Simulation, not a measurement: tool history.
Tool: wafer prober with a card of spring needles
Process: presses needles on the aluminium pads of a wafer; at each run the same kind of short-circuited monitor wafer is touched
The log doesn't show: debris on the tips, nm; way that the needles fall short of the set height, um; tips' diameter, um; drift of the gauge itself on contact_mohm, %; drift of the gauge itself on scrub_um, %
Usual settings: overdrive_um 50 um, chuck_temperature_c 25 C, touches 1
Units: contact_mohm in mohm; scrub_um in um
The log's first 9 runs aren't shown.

run	hour	overdrive_um	chuck_temperature_c	touches	touches since the tips were cleaned	cleanings since the card got new needles	touches since the first contact's height was set	contact_mohm	scrub_um
10	82.7	50	99	1	2862	34	66063	178	13.02
# hour 84.4: tips cleaned on abrasive film
11	90.2	50	99	1	2167	35	68846	172	12.93
# hour 92.4: height of the first contact set anew
# hour 94.0: tips cleaned on abrasive film
12	96.2	50	25	1	832	36	1388	138	13.55
# hour 103.4: tips cleaned on abrasive film
13	104.7	50	25	1	485	37	4543	132	13.33
# hour 113.3: tips cleaned on abrasive film
14	114.5	50	25	1	486	38	8200	127	13.49
# hour 122.9: tips cleaned on abrasive film
15	123.8	50	25	1	341	39	11635	120	13.59
16	128.9	50	25	1	2273	39	13567	165	13.50
# hour 132.5: tips cleaned on abrasive film
17	140.0	34	79	1	2819	40	17679	250	9.06
# hour 142.3: tips cleaned on abrasive film
18	145.9	36	49	3	1377	41	19882	141	9.56
# hour 151.7: tips cleaned on abrasive film
19	152.8	36	49	3	401	42	22412	123	9.58
# hour 161.5: tips cleaned on abrasive film
20	163.9	46	36	3	878	43	26535	119	12.16
# hour 171.1: tips cleaned on abrasive film
21	172.7	46	36	2	609	44	29829	124	12.18
# hour 181.0: tips cleaned on abrasive film
22	181.0	40	78	2	0	45	32919	119	10.58
# hour 191.0: tips cleaned on abrasive film
23	192.0	50	36	3	387	46	36998	111	13.23
# hour 200.3: tips cleaned on abrasive film
24	201.4	31	40	1	419	47	40492	163	8.12
25	207.9	42	36	1	2858	47	42931	206	11.01
# hour 210.3: tips cleaned on abrasive film
26	216.5	44	36	1	2328	48	46141	191	11.55
# hour 219.9: tips cleaned on abrasive film
27	225.7	33	41	2	2191	49	49561	198	8.59
# hour 229.6: tips cleaned on abrasive film
28	234.7	66	26	1	1912	50	52871	141	17.51
# hour 239.3: tips cleaned on abrasive film
29	239.3	66	26	1	0	51	54566	104	17.33
# hour 249.2: tips cleaned on abrasive film
30	249.7	34	74	1	187	52	58455	149	8.79
31	257.6	34	96	2	3135	52	61403	210	8.68
# hour 259.2: tips cleaned on abrasive film
32	263.0	34	96	2	1438	53	63407	180	8.72

5 ways to go on from here, each from the tool as it stands after run 32. What would each give?
# hour 268.5: tips cleaned on abrasive film
A	268.5	35	105	2	0	54	65451	?	?
# hour 268.5: tips cleaned on abrasive film
B	268.5	34	45	2	0	54	65451	?	?
# hour 268.5: tips cleaned on abrasive film
C	268.5	32	46	2	0	54	65451	?	?
# hour 268.5: tips cleaned on abrasive film
D	268.5	64	39	2	0	54	65451	?	?
# hour 268.5: tips cleaned on abrasive film
E	268.5	38	53	1	0	54	65451	?	?

run	contact_mohm	scrub_um
A	121	8.94
B	114	8.70
C	115	8.12
D	102	16.83
E	120	9.81
Without the tool's hidden state the same runs would have given:
run	contact_mohm	scrub_um
A	114	9.46
B	106	9.23
C	106	8.64
D	100	17.36
E	110	10.34

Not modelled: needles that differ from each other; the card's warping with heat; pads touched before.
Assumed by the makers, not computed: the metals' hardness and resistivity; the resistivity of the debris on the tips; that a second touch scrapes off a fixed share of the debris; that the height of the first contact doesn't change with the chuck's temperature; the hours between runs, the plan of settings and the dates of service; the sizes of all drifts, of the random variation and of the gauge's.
